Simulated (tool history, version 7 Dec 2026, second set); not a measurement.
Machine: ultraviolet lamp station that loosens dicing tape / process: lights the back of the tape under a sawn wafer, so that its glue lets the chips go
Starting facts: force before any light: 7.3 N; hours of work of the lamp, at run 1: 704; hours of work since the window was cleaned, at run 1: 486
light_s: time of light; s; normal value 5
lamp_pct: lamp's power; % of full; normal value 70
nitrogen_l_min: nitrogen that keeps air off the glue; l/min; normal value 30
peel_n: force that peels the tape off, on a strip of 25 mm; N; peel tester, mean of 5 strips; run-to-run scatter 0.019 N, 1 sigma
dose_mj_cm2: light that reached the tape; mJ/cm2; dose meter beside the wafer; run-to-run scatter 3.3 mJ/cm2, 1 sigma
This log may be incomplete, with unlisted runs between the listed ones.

run,hour,light_s,lamp_pct,nitrogen_l_min,hours of work of the lamp,hours of work since the window was cleaned,peel_n,dose_mj_cm2
1,0,5,70,30,704,486,1.341,414
2,17.8,5,70,30,716,498,1.319,413
3,43.7,5,70,33,733,515,1.344,409
4,71,5,70,33,751,533,1.36,409
5,88,5,70,33,762,544,1.348,406
6,106.3,5,70,21,774,556,1.616,398
7,132.6,5,71,30,791,574,1.402,405
8,152.4,5,71,30,804,587,1.33,405
9,179.9,5,71,30,822,605,1.433,404
10,206.7,4,70,30,840,622,1.977,314
11,231.2,5,70,13,856,638,1.968,391
12,258.6,5,70,13,874,656,1.984,386
13,272,5,96,30,883,665,0.876,525
14,296,2,96,54,899,681,2.768,208
15,316.6,2,96,54,912,695,2.703,209
# hour 324.3: window cleaned of glue's vapour
16,330.1,5,69,30,921,4,1.263,429
17,353.1,6,63,30,936,19,1.055,469

Predict each of these 5 candidate next runs independently; none follows another, all start after run 17:
A,367.2,10,65,33,945,28,?,?
B,367.2,6,63,57,945,28,?,?
C,367.2,6,88,30,945,28,?,?
D,367.2,9,89,30,945,28,?,?
E,367.2,10,94,52,945,28,?,?

run,peel_n,dose_mj_cm2
A,0.321,802
B,0.877,469
C,0.553,658
D,0.208,990
E,0.143,1166
Without the tool's unlogged condition, the same runs would have read:
run,peel_n,dose_mj_cm2
A,0.217,950
B,0.614,556
C,0.374,779
D,0.15,1173
E,0.123,1381
